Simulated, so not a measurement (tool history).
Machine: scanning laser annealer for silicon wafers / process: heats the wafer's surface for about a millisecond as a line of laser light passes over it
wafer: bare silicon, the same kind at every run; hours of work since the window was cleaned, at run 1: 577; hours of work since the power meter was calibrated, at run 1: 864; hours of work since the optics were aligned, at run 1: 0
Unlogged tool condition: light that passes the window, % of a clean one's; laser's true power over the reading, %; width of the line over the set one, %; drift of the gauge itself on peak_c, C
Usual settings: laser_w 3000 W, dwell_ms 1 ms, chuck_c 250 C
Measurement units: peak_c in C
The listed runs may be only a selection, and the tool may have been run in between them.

run,hour,laser_w,dwell_ms,chuck_c,hours of work since the window was cleaned,hours of work since the power meter was calibrated,hours of work since the optics were aligned,peak_c
1,0,3000,1,250,577,864,0,999
2,39.9,3000,1,250,595,882,18,993
3,67.6,3000,1,250,607,895,31,994
4,108.7,3000,1,250,626,913,49,998
5,134,3000,1,250,637,925,61,994
6,181.1,3000,1,250,658,946,82,995
7,230.2,3177,1,250,681,968,104,1036
8,255.2,3177,1,250,692,980,116,1040
9,283.5,3177,1,250,705,993,128,1036
10,329.3,3177,1,250,726,1013,149,1035
11,373.6,3177,1,253,746,1033,169,1036
12,420.7,2828,0.99,253,767,1055,190,947
13,451.5,2828,0.99,253,781,1069,204,941
14,481.7,3224,1.18,250,795,1082,218,1127
15,528.9,3224,1.18,250,816,1104,239,1125
16,568.7,2868,1,266,834,1122,257,964

4 options for the next run, each taken on its own from the tool as it stands now. Forecast them:
A,594.3,3253,0.89,214,846,1133,269,?
B,594.3,2573,1.16,243,846,1133,269,?
C,594.3,2850,0.78,266,846,1133,269,?
D,594.3,2868,1,212,846,1133,269,?

run,peak_c
A,960
B,925
C,869
D,914
Take away the tool's hidden state, keep each run's random variation, and the runs would have read:
run,peak_c
A,994
B,957
C,897
D,946
